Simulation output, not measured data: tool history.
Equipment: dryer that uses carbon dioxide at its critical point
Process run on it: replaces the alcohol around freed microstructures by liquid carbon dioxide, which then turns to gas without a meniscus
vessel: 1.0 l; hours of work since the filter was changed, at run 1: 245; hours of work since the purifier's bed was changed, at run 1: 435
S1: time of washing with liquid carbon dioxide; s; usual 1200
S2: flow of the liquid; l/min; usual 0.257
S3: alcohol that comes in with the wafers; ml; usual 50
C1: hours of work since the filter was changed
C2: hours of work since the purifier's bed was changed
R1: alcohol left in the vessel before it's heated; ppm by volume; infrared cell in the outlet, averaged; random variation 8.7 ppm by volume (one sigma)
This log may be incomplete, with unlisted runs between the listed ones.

run,hour,S1,S2,S3,C1,C2,R1
1,0,1200,0.257,50,245,435,585
2,45.7,1200,0.257,77,262,452,903
3,113.1,1200,0.257,77,287,477,877
4,144.2,1200,0.257,50,299,488,604
5,205.5,1200,0.257,50,322,511,597
6,243.8,1200,0.257,21,336,525,262
7,273.5,1200,0.257,21,347,536,284
8,305.8,1440,0.341,35,359,548,85
9,374.2,1440,0.341,35,384,574,82
10,416,1020,0.257,50,400,589,1180
11,478.6,1200,0.155,101,423,613,7240

Predict the results of run 12:
12,524.8,1080,0.257,34,441,630,?

{"run 12": {"R1": 680}}
With the hidden condition absent and the run-to-run variation left alone, this run would have shown R1 514 ppm by volume.

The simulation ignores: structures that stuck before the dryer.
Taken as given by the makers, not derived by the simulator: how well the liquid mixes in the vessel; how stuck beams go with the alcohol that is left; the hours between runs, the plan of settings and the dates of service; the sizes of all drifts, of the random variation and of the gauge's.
